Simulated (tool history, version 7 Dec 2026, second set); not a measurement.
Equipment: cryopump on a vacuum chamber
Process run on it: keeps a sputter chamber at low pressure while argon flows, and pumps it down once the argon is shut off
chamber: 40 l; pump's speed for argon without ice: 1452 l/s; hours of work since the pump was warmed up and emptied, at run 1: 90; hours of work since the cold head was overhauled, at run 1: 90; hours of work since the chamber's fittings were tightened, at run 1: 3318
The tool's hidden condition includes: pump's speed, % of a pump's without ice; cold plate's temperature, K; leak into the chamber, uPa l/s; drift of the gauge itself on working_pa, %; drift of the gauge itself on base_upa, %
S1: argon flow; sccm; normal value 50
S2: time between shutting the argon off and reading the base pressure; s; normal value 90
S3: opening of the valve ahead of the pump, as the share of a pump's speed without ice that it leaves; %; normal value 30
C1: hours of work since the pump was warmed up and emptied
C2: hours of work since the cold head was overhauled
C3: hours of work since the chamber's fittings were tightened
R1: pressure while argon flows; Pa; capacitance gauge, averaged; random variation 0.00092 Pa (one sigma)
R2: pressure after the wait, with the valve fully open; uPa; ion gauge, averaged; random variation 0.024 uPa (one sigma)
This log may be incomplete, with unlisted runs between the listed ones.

Run 1, hour 0: usual settings; C1 90; C2 90; C3 3318. Result: R1 0.1943 Pa, R2 1.94 uPa.
Run 2, hour 27: usual settings but S2 47 s; C1 110; C2 110; C3 3338. Result: R1 0.1957 Pa, R2 2.49 uPa.
Run 3, hour 56.4: usual settings but S2 47 s; C1 131; C2 131; C3 3359. Result: R1 0.1968 Pa, R2 2.53 uPa.
Run 4, hour 80.8: usual settings but S2 32 s; C1 149; C2 149; C3 3377. Result: R1 0.197 Pa, R2 3.12 uPa.
Run 5, hour 102.1: usual settings but S2 32 s; C1 165; C2 165; C3 3393. Result: R1 0.1951 Pa, R2 2.99 uPa.
Run 6, hour 121.9: usual settings but S2 32 s; C1 180; C2 180; C3 3408. Result: R1 0.1969 Pa, R2 3.14 uPa.
Run 7, hour 141.8: usual settings but S1 27 sccm, S2 32 s; C1 194; C2 194; C3 3422. Result: R1 0.1055 Pa, R2 3.15 uPa.
Run 8, hour 165.9: usual settings but S1 96 sccm, S2 162 s, S3 23 %; C1 212; C2 212; C3 3440. Result: R1 0.4941 Pa, R2 1.77 uPa.
Run 9, hour 184.8: usual settings but S1 54 sccm, S2 79 s, S3 20 %; C1 226; C2 226; C3 3454. Result: R1 0.3154 Pa, R2 2.13 uPa.
Run 10, hour 208.3: usual settings but S1 27 sccm, S3 24 %; C1 243; C2 243; C3 3472. Result: R1 0.133 Pa, R2 2.11 uPa.
At hour 221.6: leaking fittings of the chamber tightened, without venting.
Run 11, hour 237.7: usual settings but S1 27 sccm, S3 24 %; C1 264; C2 264; C3 12. Result: R1 0.1342 Pa, R2 0.88 uPa.
Run 12, hour 262.4: usual settings but S2 76 s; C1 282; C2 282; C3 30. Result: R1 0.1979 Pa, R2 1.03 uPa.
Run 13, hour 286.9: usual settings but S1 37 sccm, S2 117 s, S3 23 %; C1 300; C2 300; C3 48. Result: R1 0.1911 Pa, R2 0.78 uPa.

5 ways to go on from here, each from the tool as it stands after run 13. What would each give?
Run A, hour 306.1: usual settings but S1 79 sccm, S2 39 s, S3 23 %; C1 314; C2 314; C3 62. Result: R1 ?, R2 ?.
Run B, hour 306.1: usual settings but S1 37 sccm, S2 182 s, S3 49 %; C1 314; C2 314; C3 62. Result: R1 ?, R2 ?.
Run C, hour 306.1: usual settings but S1 37 sccm, S2 117 s, S3 56 %; C1 314; C2 314; C3 62. Result: R1 ?, R2 ?.
Run D, hour 306.1: usual settings but S1 57 sccm, S2 40 s, S3 20 %; C1 314; C2 314; C3 62. Result: R1 ?, R2 ?.
Run E, hour 306.1: usual settings but S1 31 sccm, S2 150 s; C1 314; C2 314; C3 62. Result: R1 ?, R2 ?.

run      R1    R2
  A  0.4093  1.72
  B  0.0921  0.56
  C  0.0807  0.73
  D  0.3398  1.69
  E  0.1223  0.65
Without the tool's hidden state the same runs would have given:
run      R1    R2
  A  0.4006  1.66
  B  0.0881   0.5
  C  0.0766  0.67
  D  0.3336  1.63
  E  0.1189  0.59
